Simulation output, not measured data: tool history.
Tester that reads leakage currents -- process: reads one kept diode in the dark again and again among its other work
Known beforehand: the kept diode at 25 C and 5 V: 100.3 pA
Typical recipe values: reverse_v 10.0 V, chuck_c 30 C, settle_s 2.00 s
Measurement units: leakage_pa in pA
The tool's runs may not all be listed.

run    hour  reverse_v  chuck_c  settle_s  leakage_pa
  1     0.0       10.0       30      2.00      213.84
       47.6  -- chuck's temperature calibrated
  2   165.9        3.4       30      2.00      128.66
  3   331.0        3.4       30      2.00      127.46
  4   476.5        3.4       30      2.00      127.63
  5   653.4        3.4       30      2.00      127.88
      673.0  -- probe card cleaned and baked
  6   766.6        3.4       30      0.60      128.91
  7   894.8        3.4       30      0.60      128.53
  8   984.4        3.4       30      0.60      129.06
     1046.4  -- tester calibrated
  9  1110.1       14.2       30      0.60      257.98
 10  1227.3       14.2       30      0.60      259.10
 11  1330.8       14.2       30      0.60      259.51
 12  1418.4       14.2       30      0.60      258.72
 13  1514.4       10.0       30      2.00      214.00
     1656.7  -- chuck's temperature calibrated
 14  1680.2       10.0       30      2.00      214.19
 15  1819.8       10.0       30      2.00      214.50
 16  1907.5       10.0       30      2.00      214.82
 17  2051.7       10.0       30      2.00      215.19
 18  2236.6       10.0       30      2.00      215.06
 19  2395.2       10.0       30      2.00      214.57
     2473.6  -- probe card cleaned and baked
 20  2539.2        2.4       30      1.05      107.79
 21  2713.2        2.1       30      1.01      101.92
 22  2807.5        2.1       30      1.01      101.90
 23  2994.6        2.1       30      1.01      101.09
 24  3087.0        3.6       44      0.47      397.42
     3261.3  -- chuck's temperature calibrated
 25  3274.7       14.9       30      2.11      260.18
 26  3363.8       14.9       23      5.31      143.85
 27  3454.5       14.3       23      3.99      141.28
 28  3582.4       14.3       23      3.99      141.07
 29  3747.0       13.6       37      2.00      436.94
 30  3842.7       10.0       21      0.71      103.10
 31  3936.2       15.6       21      3.45      124.02
 32  4064.0       10.0       23      2.00      119.90
 33  4171.5       10.0       23      2.00      119.28
     4279.8  -- probe card cleaned and baked
 34  4334.3        1.1       30      2.00       74.33
 35  4459.1        1.1       30      2.00       74.53
 36  4544.4        1.3       31      1.21       87.35
 37  4734.8        1.3       46      3.01      283.78
 38  4831.8        1.2       46      3.01      271.73

Forecast each of these 3 alternatives for the next run:
     4863.9  -- chuck's temperature calibrated
  A  4967.2       12.1       27      1.46           ?
     4863.9  -- chuck's temperature calibrated
  B  4967.2        3.0       34      1.96           ?
     4863.9  -- chuck's temperature calibrated
  C  4967.2        3.5       29      3.01           ?

run  leakage_pa
  A      184.69
  B      167.02
  C      119.47
Stripped of hidden state, with their random variation kept, the same runs would have yielded:
run  leakage_pa
  A      184.67
  B      167.05
  C      119.48
